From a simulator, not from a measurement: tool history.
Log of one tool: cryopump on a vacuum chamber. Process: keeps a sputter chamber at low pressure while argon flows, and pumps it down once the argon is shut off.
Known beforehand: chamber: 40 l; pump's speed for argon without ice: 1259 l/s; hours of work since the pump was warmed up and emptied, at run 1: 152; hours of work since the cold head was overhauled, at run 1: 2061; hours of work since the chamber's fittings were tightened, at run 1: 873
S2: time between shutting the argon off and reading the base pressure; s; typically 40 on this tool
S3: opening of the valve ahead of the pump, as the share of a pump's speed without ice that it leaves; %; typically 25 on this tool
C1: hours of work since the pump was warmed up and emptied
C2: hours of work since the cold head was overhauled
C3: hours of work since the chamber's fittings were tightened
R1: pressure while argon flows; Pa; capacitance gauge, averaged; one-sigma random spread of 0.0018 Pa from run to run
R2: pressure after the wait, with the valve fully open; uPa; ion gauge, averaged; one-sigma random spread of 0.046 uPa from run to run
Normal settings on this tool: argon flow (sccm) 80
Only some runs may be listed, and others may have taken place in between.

run 1 hour=0 | argon_flow_(sccm)=80 S2=40 S3=25 | C1=152 C2=2061 C3=873 | R1=0.4369 R2=4.54
run 2 hour=44.3 | argon_flow_(sccm)=80 S2=40 S3=25 | C1=191 C2=2101 C3=913 | R1=0.4414 R2=4.68
run 3 hour=96.6 | argon_flow_(sccm)=69 S2=40 S3=25 | C1=238 C2=2148 C3=960 | R1=0.3779 R2=4.67
run 4 hour=140.2 | argon_flow_(sccm)=80 S2=31 S3=25 | C1=277 C2=2187 C3=999 | R1=0.4434 R2=5.62
run 5 hour=176 | argon_flow_(sccm)=80 S2=31 S3=25 | C1=309 C2=2219 C3=1031 | R1=0.4423 R2=5.75
run 6 hour=215.6 | argon_flow_(sccm)=49 S2=31 S3=25 | C1=345 C2=2254 C3=1067 | R1=0.2745 R2=5.57
run 7 hour=246.9 | argon_flow_(sccm)=49 S2=31 S3=25 | C1=373 C2=2282 C3=1095 | R1=0.2745 R2=5.89
run 8 hour=294.4 | argon_flow_(sccm)=69 S2=40 S3=25 | C1=415 C2=2325 C3=1137 | R1=0.39 R2=5.27
run 9 hour=325.4 | argon_flow_(sccm)=69 S2=40 S3=25 | C1=443 C2=2353 C3=1165 | R1=0.3904 R2=5.28
run 10 hour=355.9 | argon_flow_(sccm)=40 S2=40 S3=25 | C1=470 C2=2380 C3=1192 | R1=0.2269 R2=5.34
run 11 hour=380.5 | argon_flow_(sccm)=40 S2=40 S3=25 | C1=493 C2=2402 C3=1214 | R1=0.2256 R2=5.34
run 12 hour=428.9 | argon_flow_(sccm)=40 S2=40 S3=25 | C1=536 C2=2446 C3=1258 | R1=0.2277 R2=5.79
run 13 hour=465.8 | argon_flow_(sccm)=40 S2=40 S3=25 | C1=569 C2=2479 C3=1291 | R1=0.2306 R2=5.83
run 14 hour=493.2 | argon_flow_(sccm)=100 S2=40 S3=25 | C1=594 C2=2503 C3=1315 | R1=0.5743 R2=5.88
-- hour=529.2 pump warmed up, emptied and cooled again
run 15 hour=549.3 | argon_flow_(sccm)=100 S2=40 S3=25 | C1=18 C2=2549 C3=1361 | R1=0.5463 R2=5.34
run 16 hour=592.6 | argon_flow_(sccm)=100 S2=40 S3=25 | C1=57 C2=2588 C3=1400 | R1=0.5495 R2=5.5
-- hour=599.9 leaking fittings of the chamber tightened, without venting
run 17 hour=627.4 | argon_flow_(sccm)=80 S2=40 S3=25 | C1=86 C2=2617 C3=25 | R1=0.4315 R2=2.82
run 18 hour=673.7 | argon_flow_(sccm)=80 S2=40 S3=25 | C1=128 C2=2659 C3=66 | R1=0.4328 R2=2.9
run 19 hour=698.2 | argon_flow_(sccm)=80 S2=30 S3=25 | C1=150 C2=2681 C3=88 | R1=0.4396 R2=3.75
run 20 hour=753.8 | argon_flow_(sccm)=147 S2=76 S3=27 | C1=199 C2=2730 C3=138 | R1=0.7631 R2=1.87
run 21 hour=795.2 | argon_flow_(sccm)=53 S2=66 S3=27 | C1=237 C2=2768 C3=175 | R1=0.2754 R2=2.17
run 22 hour=824.1 | argon_flow_(sccm)=53 S2=66 S3=27 | C1=263 C2=2793 C3=201 | R1=0.2722 R2=2.21
run 23 hour=880.7 | argon_flow_(sccm)=80 S2=40 S3=19 | C1=313 C2=2844 C3=252 | R1=0.5836 R2=3.34
run 24 hour=908.1 | argon_flow_(sccm)=80 S2=21 S3=24 | C1=338 C2=2869 C3=276 | R1=0.4665 R2=5.57
run 25 hour=952.6 | argon_flow_(sccm)=38 S2=276 S3=24 | C1=378 C2=2909 C3=316 | R1=0.2227 R2=1.33
run 26 hour=995.8 | argon_flow_(sccm)=38 S2=276 S3=24 | C1=416 C2=2947 C3=355 | R1=0.224 R2=1.41
run 27 hour=1036 | argon_flow_(sccm)=76 S2=30 S3=55 | C1=452 C2=2983 C3=391 | R1=0.2087 R2=4.5
run 28 hour=1085.7 | argon_flow_(sccm)=45 S2=30 S3=18 | C1=497 C2=3028 C3=435 | R1=0.3508 R2=4.54
run 29 hour=1142.7 | argon_flow_(sccm)=104 S2=43 S3=25 | C1=548 C2=3079 C3=486 | R1=0.5965 R2=3.69
run 30 hour=1182 | argon_flow_(sccm)=59 S2=40 S3=25 | C1=583 C2=3114 C3=522 | R1=0.3393 R2=3.96
run 31 hour=1211.5 | argon_flow_(sccm)=83 S2=40 S3=25 | C1=610 C2=3141 C3=548 | R1=0.4817 R2=3.98
-- hour=1227.7 pump warmed up, emptied and cooled again
run 32 hour=1267.4 | argon_flow_(sccm)=142 S2=40 S3=25 | C1=36 C2=3186 C3=594 | R1=0.77 R2=3.84
run 33 hour=1305.9 | argon_flow_(sccm)=77 S2=156 S3=33 | C1=70 C2=3221 C3=628 | R1=0.3212 R2=2.1
run 34 hour=1336.8 | argon_flow_(sccm)=58 S2=36 S3=33 | C1=98 C2=3248 C3=656 | R1=0.2412 R2=4.31

How would selected steps in R1 from run to run divide? Give the signed amount a tool lacking its hidden state would still show from settings, what came in and random variation, and the signed amount left for the hidden state, including any gauge scatter that is not in both of the compared results.
Unlogged tool condition in this case: pump's speed, % of a pump's without ice; cold plate's temperature, K; leak into the chamber, uPa l/s; drift of the gauge itself on working_pa, %; drift of the gauge itself on base_upa, %.
Run 13 -> 14: argon flow (sccm) 40 -> 100. R1 +0.3437 Pa: hidden state +0.0233, all else +0.3204.
Run 14 -> 15: pump warmed up, emptied and cooled again. R1 -0.028 Pa: hidden state -0.0318, all else +0.0038.
Run 20 -> 21: argon flow (sccm) 147 -> 53, S2 76 -> 66. R1 -0.4877 Pa: hidden state -0.0135, all else -0.4742.
Run 28 -> 29: argon flow (sccm) 45 -> 104, S2 30 -> 43, S3 18 -> 25. R1 +0.2457 Pa: hidden state +0.0237, all else +0.222.
Run 31 -> 32: argon flow (sccm) 83 -> 142, pump warmed up, emptied and cooled again. R1 +0.2883 Pa: hidden state -0.0252, all else +0.3135.
Run 32 -> 33: argon flow (sccm) 142 -> 77, S2 40 -> 156, S3 25 -> 33. R1 -0.4488 Pa: hidden state -0.0032, all else -0.4456.
